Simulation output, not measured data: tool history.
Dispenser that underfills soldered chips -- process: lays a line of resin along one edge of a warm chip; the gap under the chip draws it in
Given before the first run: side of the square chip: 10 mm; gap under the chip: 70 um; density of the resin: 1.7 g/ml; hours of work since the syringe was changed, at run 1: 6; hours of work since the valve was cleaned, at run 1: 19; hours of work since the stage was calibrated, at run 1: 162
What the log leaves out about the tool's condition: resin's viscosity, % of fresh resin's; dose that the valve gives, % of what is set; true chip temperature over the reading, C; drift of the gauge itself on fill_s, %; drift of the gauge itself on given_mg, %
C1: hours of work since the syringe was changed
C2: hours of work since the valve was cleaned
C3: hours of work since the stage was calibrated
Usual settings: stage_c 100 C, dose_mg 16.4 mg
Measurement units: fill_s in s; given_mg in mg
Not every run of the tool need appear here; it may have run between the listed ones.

run 1 hour=0.0 | stage_c=100 dose_mg=16.4 | C1=6 C2=19 C3=162 | fill_s=53.8 given_mg=16.30
-- hour=1.6 new syringe of resin
run 2 hour=4.2 | stage_c=111 dose_mg=16.4 | C1=2 C2=22 C3=165 | fill_s=31.4 given_mg=16.31
run 3 hour=8.0 | stage_c=111 dose_mg=16.4 | C1=4 C2=24 C3=167 | fill_s=34.9 given_mg=16.26
-- hour=12.7 new syringe of resin
run 4 hour=12.7 | stage_c=111 dose_mg=16.4 | C1=0 C2=27 C3=170 | fill_s=28.8 given_mg=16.21
run 5 hour=18.6 | stage_c=100 dose_mg=16.4 | C1=4 C2=31 C3=174 | fill_s=48.9 given_mg=16.24
-- hour=23.9 new syringe of resin
run 6 hour=24.9 | stage_c=100 dose_mg=16.4 | C1=1 C2=34 C3=177 | fill_s=40.5 given_mg=16.18
run 7 hour=32.1 | stage_c=100 dose_mg=16.4 | C1=5 C2=39 C3=182 | fill_s=51.6 given_mg=16.21
-- hour=34.8 new syringe of resin
run 8 hour=40.1 | stage_c=100 dose_mg=16.4 | C1=3 C2=44 C3=187 | fill_s=45.1 given_mg=16.16
-- hour=45.9 new syringe of resin
run 9 hour=46.3 | stage_c=97 dose_mg=16.4 | C1=0 C2=47 C3=191 | fill_s=42.9 given_mg=15.99
run 10 hour=52.0 | stage_c=112 dose_mg=16.4 | C1=4 C2=51 C3=194 | fill_s=35.7 given_mg=16.07
run 11 hour=55.8 | stage_c=112 dose_mg=16.4 | C1=6 C2=53 C3=197 | fill_s=39.9 given_mg=16.08
-- hour=57.2 new syringe of resin
run 12 hour=60.3 | stage_c=111 dose_mg=16.4 | C1=2 C2=56 C3=199 | fill_s=32.0 given_mg=16.07
run 13 hour=65.8 | stage_c=100 dose_mg=17.7 | C1=5 C2=59 C3=203 | fill_s=52.5 given_mg=17.31
-- hour=68.1 new syringe of resin
run 14 hour=70.7 | stage_c=100 dose_mg=17.7 | C1=2 C2=62 C3=205 | fill_s=42.6 given_mg=17.34
-- hour=72.8 dispensing valve cleaned and set on the balance
run 15 hour=76.3 | stage_c=100 dose_mg=17.7 | C1=5 C2=2 C3=208 | fill_s=50.0 given_mg=17.76
-- hour=80.2 new syringe of resin
run 16 hour=80.2 | stage_c=100 dose_mg=17.7 | C1=0 C2=4 C3=211 | fill_s=37.8 given_mg=17.73
run 17 hour=85.5 | stage_c=100 dose_mg=16.4 | C1=3 C2=8 C3=214 | fill_s=44.9 given_mg=16.33
-- hour=91.4 new syringe of resin
run 18 hour=93.1 | stage_c=113 dose_mg=16.4 | C1=1 C2=12 C3=219 | fill_s=29.1 given_mg=16.38
run 19 hour=97.9 | stage_c=111 dose_mg=15.9 | C1=4 C2=15 C3=222 | fill_s=37.1 given_mg=15.84
-- hour=102.3 new syringe of resin
run 20 hour=102.6 | stage_c=111 dose_mg=15.9 | C1=0 C2=18 C3=224 | fill_s=30.2 given_mg=15.84
run 21 hour=110.5 | stage_c=111 dose_mg=15.9 | C1=5 C2=23 C3=229 | fill_s=39.2 given_mg=15.78
-- hour=113.4 new syringe of resin
run 22 hour=116.3 | stage_c=100 dose_mg=15.8 | C1=2 C2=27 C3=233 | fill_s=43.2 given_mg=15.61
run 23 hour=122.2 | stage_c=105 dose_mg=17.8 | C1=6 C2=30 C3=236 | fill_s=46.9 given_mg=17.61
-- hour=124.3 new syringe of resin
run 24 hour=130.1 | stage_c=86 dose_mg=19.8 | C1=4 C2=35 C3=241 | fill_s=69.2 given_mg=19.54
-- hour=135.4 new syringe of resin
run 25 hour=137.1 | stage_c=86 dose_mg=19.8 | C1=1 C2=39 C3=245 | fill_s=60.3 given_mg=19.52
run 26 hour=143.9 | stage_c=86 dose_mg=19.8 | C1=5 C2=43 C3=250 | fill_s=77.3 given_mg=19.51
-- hour=147.0 new syringe of resin
run 27 hour=149.0 | stage_c=98 dose_mg=20.2 | C1=1 C2=47 C3=253 | fill_s=44.4 given_mg=19.92
run 28 hour=155.5 | stage_c=100 dose_mg=16.8 | C1=5 C2=51 C3=257 | fill_s=53.1 given_mg=16.50
-- hour=158.5 new syringe of resin
run 29 hour=160.8 | stage_c=101 dose_mg=17.1 | C1=1 C2=54 C3=260 | fill_s=42.2 given_mg=16.77
run 30 hour=168.1 | stage_c=101 dose_mg=17.1 | C1=6 C2=58 C3=264 | fill_s=53.6 given_mg=16.70
-- hour=169.4 new syringe of resin
run 31 hour=174.2 | stage_c=101 dose_mg=15.4 | C1=3 C2=62 C3=268 | fill_s=46.1 given_mg=15.05
-- hour=176.6 dispensing valve cleaned and set on the balance
-- hour=181.3 new syringe of resin
run 32 hour=181.3 | stage_c=115 dose_mg=21.2 | C1=0 C2=3 C3=272 | fill_s=24.8 given_mg=21.23
run 33 hour=185.5 | stage_c=90 dose_mg=17.3 | C1=3 C2=5 C3=274 | fill_s=59.7 given_mg=17.31
-- hour=192.5 new syringe of resin
run 34 hour=192.5 | stage_c=101 dose_mg=16.4 | C1=0 C2=10 C3=279 | fill_s=38.7 given_mg=16.30
run 35 hour=198.9 | stage_c=110 dose_mg=15.2 | C1=4 C2=14 C3=283 | fill_s=38.8 given_mg=15.11
-- hour=203.6 new syringe of resin
run 36 hour=204.3 | stage_c=110 dose_mg=15.2 | C1=0 C2=17 C3=286 | fill_s=31.8 given_mg=15.10

Predict each of these 4 candidate next runs independently; none follows another, all start after run 36:
run A hour=209.8 | stage_c=105 dose_mg=15.2 | C1=4 C2=20 C3=289 | fill_s=? given_mg=?
run B hour=209.8 | stage_c=91 dose_mg=15.3 | C1=4 C2=20 C3=289 | fill_s=? given_mg=?
run C hour=209.8 | stage_c=88 dose_mg=16.5 | C1=4 C2=20 C3=289 | fill_s=? given_mg=?
run D hour=209.8 | stage_c=113 dose_mg=20.2 | C1=4 C2=20 C3=289 | fill_s=? given_mg=?

run=A fill_s=42.2 given_mg=15.06
run=B fill_s=63.1 given_mg=15.18
run=C fill_s=68.2 given_mg=16.38
run=D fill_s=32.7 given_mg=20.05
Without the tool's unlogged condition, the same runs would have read:
run=A fill_s=33.6 given_mg=15.16
run=B fill_s=50.3 given_mg=15.28
run=C fill_s=54.5 given_mg=16.49
run=D fill_s=26.2 given_mg=20.18
